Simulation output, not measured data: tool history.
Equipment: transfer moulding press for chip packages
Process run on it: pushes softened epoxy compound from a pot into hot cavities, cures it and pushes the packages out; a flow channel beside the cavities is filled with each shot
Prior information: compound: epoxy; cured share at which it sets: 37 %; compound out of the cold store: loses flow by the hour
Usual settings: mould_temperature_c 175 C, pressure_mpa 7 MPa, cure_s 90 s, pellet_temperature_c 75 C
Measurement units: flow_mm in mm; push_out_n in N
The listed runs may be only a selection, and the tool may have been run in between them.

run,hour,mould_temperature_c,pressure_mpa,cure_s,pellet_temperature_c,incoming compound's hours out of the cold store,flow_mm,push_out_n
1,0,175,7,90,75,28.8,802,432
2,13.1,175,7,90,75,39.6,769,464
3,34.5,175,7,90,66,34.4,771,523
4,47.4,175,7,90,66,22.3,826,549
# hour 66.2: cavities cleaned with cleaning compound and waxed
5,75.8,175,7,90,66,16.4,860,477
6,100.9,175,7,90,66,44.1,737,509
7,125.4,175,7,90,66,35.6,773,551
# hour 132.3: cavities cleaned with cleaning compound and waxed
8,155.7,175,7,90,75,24.2,812,502
9,176.6,172,7,90,75,42.3,735,618
10,193.1,172,7,90,75,11.8,879,716
# hour 199.2: cavities cleaned with cleaning compound and waxed
11,218,172,7,90,75,21,825,575
12,233.7,175,7,90,75,44.9,731,505
13,256.4,175,7,90,75,22.1,803,567
# hour 264.8: cavities cleaned with cleaning compound and waxed
14,280.2,175,7,90,75,47.4,695,465
15,293.3,175,7,90,75,20.5,809,510
16,315.1,183,5.81,86,85,10.7,732,438
# hour 327.5: plunger's sealing rings changed
# hour 333.8: cavities cleaned with cleaning compound and waxed
17,349.5,182,7,90,82,28.2,817,389
18,366.8,182,7,90,82,11.4,884,417
19,394.7,179,8.23,115,67,40,833,436
# hour 399.2: cavities cleaned with cleaning compound and waxed
20,416.4,175,7,87,75,34.7,802,500
21,433.7,175,7,87,75,26.1,840,558
22,453.3,175,7,126,75,47,751,423
# hour 464.9: cavities cleaned with cleaning compound and waxed
23,482.7,175,7,126,75,38.9,784,383
24,513.1,181,7,102,75,11.9,878,433
# hour 516.6: mould's thermocouples calibrated
# hour 533.1: cavities cleaned with cleaning compound and waxed
25,534.3,175,7,92,73,29.3,828,443
26,549.8,175,5.78,120,75,13.2,807,394
27,576.7,179,5.78,120,73,12.6,794,424
# hour 598.6: cavities cleaned with cleaning compound and waxed
28,603.1,181,6.42,90,75,30.7,746,360

How would selected steps in flow_mm from run to run divide? Give the signed amount a tool lacking its hidden state would still show from settings, what came in and random variation, and the signed amount left for the hidden state, including any gauge scatter that is not in both of the compared results.
The hidden state here: true mould temperature over the reading, C; pressure that reaches the compound, % of what is set; grip of the stained cavities, % over clean ones'; drift of the gauge itself on flow_mm, %; drift of the gauge itself on push_out_n, %.
Run 5 -> 6: no setting changed, nothing entered. flow_mm -123 mm: hidden state +4, all else -127.
Run 9 -> 10: no setting changed, nothing entered. flow_mm +144 mm: hidden state -12, all else +156.
Run 14 -> 15: no setting changed, nothing entered. flow_mm +114 mm: hidden state -13, all else +127.
Run 16 -> 17: mould_temperature_c 183 -> 182, pressure_mpa 5.81 -> 7, cure_s 86 -> 90, pellet_temperature_c 85 -> 82, plunger's sealing rings changed, cavities cleaned with cleaning compound and waxed. flow_mm +85 mm: hidden state +67, all else +18.

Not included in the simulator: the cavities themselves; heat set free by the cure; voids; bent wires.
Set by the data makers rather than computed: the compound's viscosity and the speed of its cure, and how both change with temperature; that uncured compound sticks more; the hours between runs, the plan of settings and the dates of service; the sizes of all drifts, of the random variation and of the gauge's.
